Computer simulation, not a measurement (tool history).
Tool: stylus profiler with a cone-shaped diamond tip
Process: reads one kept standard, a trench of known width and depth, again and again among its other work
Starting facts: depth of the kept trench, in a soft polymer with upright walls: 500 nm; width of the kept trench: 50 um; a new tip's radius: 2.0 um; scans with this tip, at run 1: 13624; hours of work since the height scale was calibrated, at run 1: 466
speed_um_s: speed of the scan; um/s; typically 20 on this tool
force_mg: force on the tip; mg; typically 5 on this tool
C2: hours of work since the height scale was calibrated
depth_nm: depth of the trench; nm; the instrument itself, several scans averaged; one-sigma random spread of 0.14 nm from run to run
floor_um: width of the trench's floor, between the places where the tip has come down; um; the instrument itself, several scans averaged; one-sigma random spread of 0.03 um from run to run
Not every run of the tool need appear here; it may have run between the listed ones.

{"run": 1, "day": 0.0, "speed_um_s": 20, "force_mg": 5, "scans with this tip": 13624, "C2": 466, "depth_nm": 509.33, "floor_um": 46.19}
{"run": 2, "day": 2.808, "speed_um_s": 20, "force_mg": 5, "scans with this tip": 13922, "C2": 519, "depth_nm": 509.28, "floor_um": 46.14}
{"run": 3, "day": 5.488, "speed_um_s": 20, "force_mg": 5, "scans with this tip": 14206, "C2": 570, "depth_nm": 509.38, "floor_um": 46.16}
{"run": 4, "day": 8.254, "speed_um_s": 7, "force_mg": 5, "scans with this tip": 14499, "C2": 622, "depth_nm": 509.58, "floor_um": 46.2}
{"run": 5, "day": 11.354, "speed_um_s": 20, "force_mg": 5, "scans with this tip": 14828, "C2": 681, "depth_nm": 509.6, "floor_um": 46.11}
{"run": 6, "day": 14.562, "speed_um_s": 20, "force_mg": 5, "scans with this tip": 15168, "C2": 742, "depth_nm": 509.92, "floor_um": 46.12}
{"run": 7, "day": 16.267, "speed_um_s": 20, "force_mg": 5, "scans with this tip": 15349, "C2": 774, "depth_nm": 510.07, "floor_um": 46.14}
{"run": 8, "day": 18.983, "speed_um_s": 20, "force_mg": 5, "scans with this tip": 15637, "C2": 825, "depth_nm": 509.94, "floor_um": 46.05}
{"run": 9, "day": 20.546, "speed_um_s": 20, "force_mg": 5, "scans with this tip": 15803, "C2": 855, "depth_nm": 510.22, "floor_um": 46.04}
{"run": 10, "day": 23.929, "speed_um_s": 20, "force_mg": 5, "scans with this tip": 16162, "C2": 919, "depth_nm": 510.22, "floor_um": 46.02}
{"run": 11, "day": 26.833, "speed_um_s": 20, "force_mg": 5, "scans with this tip": 16470, "C2": 974, "depth_nm": 510.51, "floor_um": 45.97}
{"run": 12, "day": 30.212, "speed_um_s": 20, "force_mg": 5, "scans with this tip": 16828, "C2": 1038, "depth_nm": 510.67, "floor_um": 45.98}
{"run": 13, "day": 31.988, "speed_um_s": 20, "force_mg": 5, "scans with this tip": 17016, "C2": 1072, "depth_nm": 510.81, "floor_um": 45.96}
{"run": 14, "day": 34.296, "speed_um_s": 20, "force_mg": 5, "scans with this tip": 17261, "C2": 1116, "depth_nm": 510.94, "floor_um": 45.93}
{"run": 15, "day": 36.354, "speed_um_s": 20, "force_mg": 5, "scans with this tip": 17479, "C2": 1155, "depth_nm": 510.78, "floor_um": 45.94}
{"run": 16, "day": 38.979, "speed_um_s": 37, "force_mg": 3.68, "scans with this tip": 17758, "C2": 1204, "depth_nm": 509.61, "floor_um": 45.86}
{"run": 17, "day": 42.258, "speed_um_s": 37, "force_mg": 3.68, "scans with this tip": 18106, "C2": 1267, "depth_nm": 509.7, "floor_um": 45.82}
{"run": 18, "day": 44.646, "speed_um_s": 41, "force_mg": 3.66, "scans with this tip": 18359, "C2": 1312, "depth_nm": 509.93, "floor_um": 45.75}
{"run": 19, "day": 47.183, "speed_um_s": 8, "force_mg": 2.12, "scans with this tip": 18628, "C2": 1360, "depth_nm": 507.78, "floor_um": 45.94}
{"run": 20, "day": 49.317, "speed_um_s": 5, "force_mg": 2.07, "scans with this tip": 18855, "C2": 1400, "depth_nm": 508.02, "floor_um": 45.93}
{"run": 21, "day": 51.204, "speed_um_s": 5, "force_mg": 2.07, "scans with this tip": 19055, "C2": 1436, "depth_nm": 507.99, "floor_um": 45.86}
{"run": 22, "day": 54.183, "speed_um_s": 18, "force_mg": 3.12, "scans with this tip": 19371, "C2": 1492, "depth_nm": 509.52, "floor_um": 45.83}
{"run": 23, "day": 56.342, "speed_um_s": 18, "force_mg": 3.12, "scans with this tip": 19599, "C2": 1533, "depth_nm": 509.76, "floor_um": 45.79}
{"run": 24, "day": 58.1, "speed_um_s": 21, "force_mg": 5, "scans with this tip": 19786, "C2": 1567, "depth_nm": 511.84, "floor_um": 45.77}
{"run": 25, "day": 60.646, "speed_um_s": 11, "force_mg": 5.54, "scans with this tip": 20056, "C2": 1615, "depth_nm": 512.44, "floor_um": 45.87}
{"run": 26, "day": 63.554, "speed_um_s": 8, "force_mg": 5, "scans with this tip": 20365, "C2": 1670, "depth_nm": 512.25, "floor_um": 45.79}
{"run": 27, "day": 66.342, "speed_um_s": 71, "force_mg": 4.3, "scans with this tip": 20660, "C2": 1723, "depth_nm": 511.53, "floor_um": 45.54}
{"run": 28, "day": 69.392, "speed_um_s": 5, "force_mg": 8.51, "scans with this tip": 20984, "C2": 1781, "depth_nm": 515.72, "floor_um": 45.79}
{"run": 29, "day": 72.054, "speed_um_s": 46, "force_mg": 2.45, "scans with this tip": 21266, "C2": 1831, "depth_nm": 509.46, "floor_um": 45.51}

Forecast each of these 5 alternatives for the next run:
{"run": "A", "day": 74.017, "speed_um_s": 20, "force_mg": 4.46, "scans with this tip": 21474, "C2": 1868, "depth_nm": "?", "floor_um": "?"}
{"run": "B", "day": 74.017, "speed_um_s": 7, "force_mg": 10.22, "scans with this tip": 21474, "C2": 1868, "depth_nm": "?", "floor_um": "?"}
{"run": "C", "day": 74.017, "speed_um_s": 46, "force_mg": 11.45, "scans with this tip": 21474, "C2": 1868, "depth_nm": "?", "floor_um": "?"}
{"run": "D", "day": 74.017, "speed_um_s": 7, "force_mg": 5, "scans with this tip": 21474, "C2": 1868, "depth_nm": "?", "floor_um": "?"}
{"run": "E", "day": 74.017, "speed_um_s": 20, "force_mg": 3.35, "scans with this tip": 21474, "C2": 1868, "depth_nm": "?", "floor_um": "?"}

run=A depth_nm=512.21 floor_um=45.69
run=B depth_nm=517.4 floor_um=45.76
run=C depth_nm=518.8 floor_um=45.62
run=D depth_nm=512.76 floor_um=45.79
run=E depth_nm=510.69 floor_um=45.72
With no hidden state in the tool, these same runs would have given:
run=A depth_nm=507.39 floor_um=47.26
run=B depth_nm=512.52 floor_um=47.33
run=C depth_nm=513.91 floor_um=47.19
run=D depth_nm=507.93 floor_um=47.36
run=E depth_nm=505.88 floor_um=47.29
